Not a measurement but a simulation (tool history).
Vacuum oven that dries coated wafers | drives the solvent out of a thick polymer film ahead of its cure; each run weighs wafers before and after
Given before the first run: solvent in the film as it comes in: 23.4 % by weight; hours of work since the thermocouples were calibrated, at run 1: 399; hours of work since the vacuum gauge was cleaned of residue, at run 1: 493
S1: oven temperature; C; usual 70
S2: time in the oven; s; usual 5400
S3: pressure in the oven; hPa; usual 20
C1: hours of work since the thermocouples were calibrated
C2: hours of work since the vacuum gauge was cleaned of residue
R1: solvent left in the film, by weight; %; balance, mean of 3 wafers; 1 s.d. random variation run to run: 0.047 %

run	hour	S1	S2	S3	C1	C2	R1
1	0	70	5400	20	399	493	2.92
2	73.6	70	5400	20	436	531	2.86
3	171.2	70	5400	20	486	581	2.94
4	221.3	70	5400	20	512	606	2.94
5	270.3	70	5400	20	537	631	2.95
6	338.8	70	5400	20	572	667	2.94
7	447.7	70	5400	20	627	722	3.02
8	559	70	5400	20	684	779	3.07
9	628.4	70	5400	35.3	720	815	4.39
# hour 691.9: oven's thermocouples calibrated
10	715.3	70	5400	35.3	12	858	3.99
11	822.5	70	5400	35.3	67	913	4.08
12	885.5	70	5400	35.3	99	945	4.03
13	945.4	70	5400	35.3	130	976	4.04
14	1038.5	70	5400	35.3	177	1023	4.03
15	1156.7	70	5400	35.3	238	1084	4.06
16	1245.9	70	5400	35.3	283	1129	4.14
17	1361.1	70	5400	35.3	342	1188	4.11
18	1411.9	70	5400	78.7	368	1214	7.76
19	1467.5	70	5400	78.7	397	1243	7.68
20	1560.2	70	5400	78.7	444	1290	7.76
21	1646.6	70	5400	20	488	1334	3.04
22	1707	70	5400	36.3	519	1365	4.36
23	1814.7	70	5400	36.3	574	1420	4.34
24	1905.9	70	5280	22.2	621	1467	3.38
25	1979.7	70	5280	34.3	659	1505	4.34
26	2052	70	6720	34.3	695	1541	3.92
# hour 2160.3: oven's thermocouples calibrated
27	2160.3	80	3540	54.3	0	1596	3.57
28	2236.8	80	6600	14.6	39	1635	0.86
29	2337.2	70	7860	22.6	90	1686	2.27
30	2441.5	70	7860	22.6	144	1740	2.29
31	2552.2	82	4320	50	200	1796	2.78
32	2615.5	82	4320	50	233	1829	2.76
33	2730.7	74	6120	47.8	292	1888	3.81
34	2801.8	74	6120	47.8	328	1924	3.81
35	2891.3	74	6120	47.8	374	1970	3.84
36	2955.8	57	5040	56.2	407	2003	12.4
37	3025.2	59	5520	20.7	442	2038	6.94
38	3077.1	59	5520	20.7	469	2065	7.1

Run 39 comes next. What will it give?
39	3140.4	83	4980	26.9	501	2097	?

{"run 39": {"R1": 1.46}}
Had the tool carried no hidden state, the very same run would have given R1 1.29 %.

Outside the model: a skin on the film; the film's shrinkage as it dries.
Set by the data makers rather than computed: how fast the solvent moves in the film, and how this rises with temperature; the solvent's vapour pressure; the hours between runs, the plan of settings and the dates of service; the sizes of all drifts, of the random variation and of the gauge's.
